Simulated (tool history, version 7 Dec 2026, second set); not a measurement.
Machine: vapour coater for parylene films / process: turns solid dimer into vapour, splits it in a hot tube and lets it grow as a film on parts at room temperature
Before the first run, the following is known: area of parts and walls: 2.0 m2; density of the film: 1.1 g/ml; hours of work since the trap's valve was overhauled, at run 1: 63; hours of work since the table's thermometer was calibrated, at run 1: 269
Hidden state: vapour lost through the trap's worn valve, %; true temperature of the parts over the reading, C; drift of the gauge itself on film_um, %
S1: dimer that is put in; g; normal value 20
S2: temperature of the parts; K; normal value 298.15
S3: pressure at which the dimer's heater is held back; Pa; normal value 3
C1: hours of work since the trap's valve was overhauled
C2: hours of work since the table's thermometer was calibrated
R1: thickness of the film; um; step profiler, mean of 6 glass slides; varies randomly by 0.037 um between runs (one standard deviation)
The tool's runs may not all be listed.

run   hour  S1      S2    S3   C1   C2    R1
  1      0  20  298.15     3   63  269  5.47
  2   11.7  20  300.15     3   71  278  5.05
  3   19.2  20  300.15     3   77  284  5.02
  4   27.2  20  300.15     3   83  290  5.01
  5   41.6  20  298.15     3   94  300  5.37
  6   49.2  20  298.15     3   99  306  5.35
  7   64.1  20  298.15     3  110  317  5.43
  8   77.8  12  298.15     3  121  327  3.25
  9   86.2  24  298.15  6.13  127  333  6.03
 10   98.3  24  298.15  6.13  136  342  6.08
 11  107.8  10  305.15  10.6  143  349   1.9
 12  117.6  31  298.15  5.54  150  357  7.82
 13  126.1  23  303.15  3.37  156  363  5.11
 14  133.3  12  292.15  2.32  162  368  4.06
 15  145.3  12  292.15  5.84  171  377  3.69

Consider 5 possible next runs. They are alternatives, not a sequence: every one starts from the tool as it was left by run 15. What does each give?
  A  153.3  11  309.15  2.19  177  383   ?
  B  153.3  12  292.15  5.46  177  383   ?
  C  153.3  31  291.15  6.04  177  383   ?
  D  153.3  20  304.15     3  177  383   ?
  E  153.3  12  303.15  2.03  177  383   ?

run    R1
  A  2.06
  B  3.78
  C  9.88
  D  4.34
  E  2.74
Take away the tool's hidden state, keep each run's random variation, and the runs would have read:
run     R1
  A   2.14
  B   3.94
  C  10.29
  D   4.52
  E   2.86

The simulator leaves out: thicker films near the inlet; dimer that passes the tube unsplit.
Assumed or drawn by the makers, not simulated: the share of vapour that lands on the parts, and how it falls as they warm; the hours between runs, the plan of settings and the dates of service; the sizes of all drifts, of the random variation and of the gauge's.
